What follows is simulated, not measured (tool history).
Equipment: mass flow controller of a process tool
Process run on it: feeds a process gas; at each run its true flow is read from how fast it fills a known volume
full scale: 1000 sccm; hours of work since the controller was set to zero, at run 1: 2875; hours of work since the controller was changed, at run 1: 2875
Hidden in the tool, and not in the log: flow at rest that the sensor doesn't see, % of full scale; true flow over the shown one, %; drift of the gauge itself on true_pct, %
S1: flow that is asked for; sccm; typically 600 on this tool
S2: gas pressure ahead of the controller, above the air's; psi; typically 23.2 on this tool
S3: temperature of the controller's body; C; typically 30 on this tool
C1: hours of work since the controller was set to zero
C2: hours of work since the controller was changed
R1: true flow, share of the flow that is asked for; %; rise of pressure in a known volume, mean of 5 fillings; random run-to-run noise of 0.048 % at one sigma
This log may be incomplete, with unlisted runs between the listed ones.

| run | hour | S1 | S2 | S3 | C1 | C2 | R1 |
|---|---|---|---|---|---|---|---|
| 1 | 0 | 600 | 23.2 | 30 | 2875 | 2875 | 100.04 |
| 2 | 374.5 | 600 | 23.2 | 30 | 2991 | 2991 | 100.12 |
| 3 | 692.1 | 600 | 23.2 | 30 | 3089 | 3089 | 100.1 |
| 4 | 1012.6 | 600 | 23.2 | 30 | 3188 | 3188 | 100.13 |
| 5 | 1274.8 | 600 | 23.2 | 30 | 3269 | 3269 | 100.11 |
| 6 | 1491.3 | 600 | 23.2 | 30 | 3336 | 3336 | 100.14 |
| 7 | 1853.3 | 600 | 23.2 | 30 | 3448 | 3448 | 100.15 |
| 8 | 2094.6 | 600 | 23.2 | 30 | 3523 | 3523 | 100.14 |
| 9 | 2339.4 | 600 | 23.2 | 30 | 3598 | 3598 | 100.15 |
| 10 | 2568.8 | 600 | 23.2 | 30 | 3669 | 3669 | 100.16 |
| 11 | 2876 | 600 | 23.2 | 30 | 3764 | 3764 | 100.21 |
| 12 | 3225.8 | 998 | 30.2 | 39 | 3872 | 3872 | 99.38 |
| 13 | 3635 | 998 | 30.2 | 39 | 3999 | 3999 | 99.45 |
| 14 | 4003.1 | 961 | 26.7 | 27 | 4113 | 4113 | 100.12 |
| 15 | 4432.1 | 961 | 26.7 | 27 | 4245 | 4245 | 100.06 |
| 16 | 4645.4 | 600 | 27.3 | 30 | 4311 | 4311 | 100.3 |

Forecast each of these 5 alternatives for the next run:
| A | 4974.4 | 600 | 27.3 | 21 | 4413 | 4413 | ? |
| B | 4974.4 | 406 | 32.5 | 31 | 4413 | 4413 | ? |
| C | 4974.4 | 150 | 26.5 | 30 | 4413 | 4413 | ? |
| D | 4974.4 | 600 | 23.2 | 22 | 4413 | 4413 | ? |
| E | 4974.4 | 281 | 32.9 | 30 | 4413 | 4413 | ? |

| run | R1 |
|---|---|
| A | 100.91 |
| B | 101.12 |
| C | 105.13 |
| D | 100.7 |
| E | 102.25 |
What these runs would have given with no unlogged condition in the tool:
| run | R1 |
|---|---|
| A | 100.05 |
| B | 99.45 |
| C | 99.2 |
| D | 99.83 |
| E | 99.48 |

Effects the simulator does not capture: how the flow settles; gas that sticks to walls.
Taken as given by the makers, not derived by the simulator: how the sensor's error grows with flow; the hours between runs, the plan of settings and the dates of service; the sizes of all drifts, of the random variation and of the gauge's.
